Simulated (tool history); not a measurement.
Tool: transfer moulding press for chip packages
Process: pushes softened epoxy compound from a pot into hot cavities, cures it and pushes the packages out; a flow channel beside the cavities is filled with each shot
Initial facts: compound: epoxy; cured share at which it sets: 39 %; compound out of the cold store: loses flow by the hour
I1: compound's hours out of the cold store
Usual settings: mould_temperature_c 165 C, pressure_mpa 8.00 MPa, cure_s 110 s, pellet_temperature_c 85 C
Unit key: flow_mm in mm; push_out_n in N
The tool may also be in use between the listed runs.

run 1 hour=0.0 | mould_temperature_c=165 pressure_mpa=8.00 cure_s=110 pellet_temperature_c=85 | I1=16.3 | flow_mm=589.7 push_out_n=446
run 2 hour=11.1 | mould_temperature_c=165 pressure_mpa=8.00 cure_s=110 pellet_temperature_c=85 | I1=16.1 | flow_mm=589.3 push_out_n=467
run 3 hour=19.6 | mould_temperature_c=165 pressure_mpa=8.00 cure_s=110 pellet_temperature_c=90 | I1=24.5 | flow_mm=576.0 push_out_n=496
run 4 hour=33.0 | mould_temperature_c=165 pressure_mpa=8.00 cure_s=110 pellet_temperature_c=90 | I1=13.7 | flow_mm=591.8 push_out_n=525
-- hour=45.6 cavities cleaned with cleaning compound and waxed
run 5 hour=46.2 | mould_temperature_c=165 pressure_mpa=8.00 cure_s=110 pellet_temperature_c=85 | I1=16.0 | flow_mm=588.4 push_out_n=562
run 6 hour=56.4 | mould_temperature_c=165 pressure_mpa=8.00 cure_s=110 pellet_temperature_c=89 | I1=42.8 | flow_mm=548.5 push_out_n=577
run 7 hour=72.0 | mould_temperature_c=165 pressure_mpa=8.00 cure_s=110 pellet_temperature_c=85 | I1=32.4 | flow_mm=563.9 push_out_n=582
run 8 hour=86.5 | mould_temperature_c=165 pressure_mpa=8.00 cure_s=110 pellet_temperature_c=95 | I1=19.1 | flow_mm=581.6 push_out_n=593
run 9 hour=97.4 | mould_temperature_c=165 pressure_mpa=9.89 cure_s=110 pellet_temperature_c=85 | I1=25.5 | flow_mm=637.1 push_out_n=591
run 10 hour=107.9 | mould_temperature_c=165 pressure_mpa=8.00 cure_s=110 pellet_temperature_c=85 | I1=24.9 | flow_mm=573.2 push_out_n=590
-- hour=122.7 cavities cleaned with cleaning compound and waxed, once more
run 11 hour=122.9 | mould_temperature_c=165 pressure_mpa=8.00 cure_s=110 pellet_temperature_c=85 | I1=37.9 | flow_mm=554.9 push_out_n=341
run 12 hour=134.6 | mould_temperature_c=165 pressure_mpa=8.00 cure_s=110 pellet_temperature_c=85 | I1=32.3 | flow_mm=563.5 push_out_n=389
run 13 hour=144.2 | mould_temperature_c=165 pressure_mpa=8.00 cure_s=110 pellet_temperature_c=85 | I1=21.8 | flow_mm=575.8 push_out_n=438
run 14 hour=154.6 | mould_temperature_c=165 pressure_mpa=8.00 cure_s=110 pellet_temperature_c=85 | I1=24.2 | flow_mm=573.1 push_out_n=449
run 15 hour=169.4 | mould_temperature_c=165 pressure_mpa=8.00 cure_s=135 pellet_temperature_c=82 | I1=12.8 | flow_mm=589.5 push_out_n=452
run 16 hour=180.9 | mould_temperature_c=159 pressure_mpa=8.00 cure_s=99 pellet_temperature_c=85 | I1=28.7 | flow_mm=591.6 push_out_n=787
run 17 hour=196.3 | mould_temperature_c=165 pressure_mpa=8.18 cure_s=112 pellet_temperature_c=85 | I1=18.0 | flow_mm=588.4 push_out_n=512
-- hour=200.6 cavities cleaned with cleaning compound and waxed
run 18 hour=212.0 | mould_temperature_c=165 pressure_mpa=8.00 cure_s=124 pellet_temperature_c=85 | I1=16.2 | flow_mm=582.3 push_out_n=383
run 19 hour=223.0 | mould_temperature_c=157 pressure_mpa=8.00 cure_s=135 pellet_temperature_c=82 | I1=38.1 | flow_mm=584.8 push_out_n=433
run 20 hour=234.9 | mould_temperature_c=161 pressure_mpa=8.00 cure_s=93 pellet_temperature_c=76 | I1=21.7 | flow_mm=591.5 push_out_n=718
run 21 hour=241.9 | mould_temperature_c=164 pressure_mpa=6.97 cure_s=110 pellet_temperature_c=75 | I1=12.2 | flow_mm=553.1 push_out_n=474
run 22 hour=251.8 | mould_temperature_c=164 pressure_mpa=6.97 cure_s=141 pellet_temperature_c=75 | I1=23.7 | flow_mm=537.7 push_out_n=450
run 23 hour=266.6 | mould_temperature_c=172 pressure_mpa=8.00 cure_s=110 pellet_temperature_c=85 | I1=41.1 | flow_mm=521.5 push_out_n=468
run 24 hour=274.5 | mould_temperature_c=166 pressure_mpa=9.16 cure_s=107 pellet_temperature_c=95 | I1=42.2 | flow_mm=579.0 push_out_n=529
-- hour=278.8 cavities cleaned with cleaning compound and waxed
run 25 hour=289.9 | mould_temperature_c=166 pressure_mpa=9.27 cure_s=107 pellet_temperature_c=95 | I1=30.6 | flow_mm=597.7 push_out_n=370
run 26 hour=302.2 | mould_temperature_c=166 pressure_mpa=9.27 cure_s=107 pellet_temperature_c=95 | I1=43.1 | flow_mm=580.0 push_out_n=418
-- hour=310.5 plunger's sealing rings changed
run 27 hour=313.1 | mould_temperature_c=165 pressure_mpa=8.00 cure_s=134 pellet_temperature_c=85 | I1=47.9 | flow_mm=552.9 push_out_n=421
run 28 hour=322.1 | mould_temperature_c=165 pressure_mpa=8.00 cure_s=147 pellet_temperature_c=78 | I1=30.5 | flow_mm=577.1 push_out_n=442

4 options for the next run, each taken on its own from the tool as it stands now. Forecast them:
run A hour=332.5 | mould_temperature_c=165 pressure_mpa=6.60 cure_s=106 pellet_temperature_c=82 | I1=31.2 | flow_mm=? push_out_n=?
run B hour=332.5 | mould_temperature_c=171 pressure_mpa=8.00 cure_s=145 pellet_temperature_c=78 | I1=18.2 | flow_mm=? push_out_n=?
run C hour=332.5 | mould_temperature_c=161 pressure_mpa=8.00 cure_s=110 pellet_temperature_c=83 | I1=36.3 | flow_mm=? push_out_n=?
run D hour=332.5 | mould_temperature_c=172 pressure_mpa=8.00 cure_s=97 pellet_temperature_c=78 | I1=42.2 | flow_mm=? push_out_n=?

run=A flow_mm=523.1 push_out_n=491
run=B flow_mm=571.6 push_out_n=432
run=C flow_mm=585.5 push_out_n=562
run=D flow_mm=536.5 push_out_n=457
Stripped of hidden state, with their random variation kept, the same runs would have yielded:
run=A flow_mm=522.6 push_out_n=323
run=B flow_mm=571.2 push_out_n=289
run=C flow_mm=584.7 push_out_n=366
run=D flow_mm=536.2 push_out_n=308

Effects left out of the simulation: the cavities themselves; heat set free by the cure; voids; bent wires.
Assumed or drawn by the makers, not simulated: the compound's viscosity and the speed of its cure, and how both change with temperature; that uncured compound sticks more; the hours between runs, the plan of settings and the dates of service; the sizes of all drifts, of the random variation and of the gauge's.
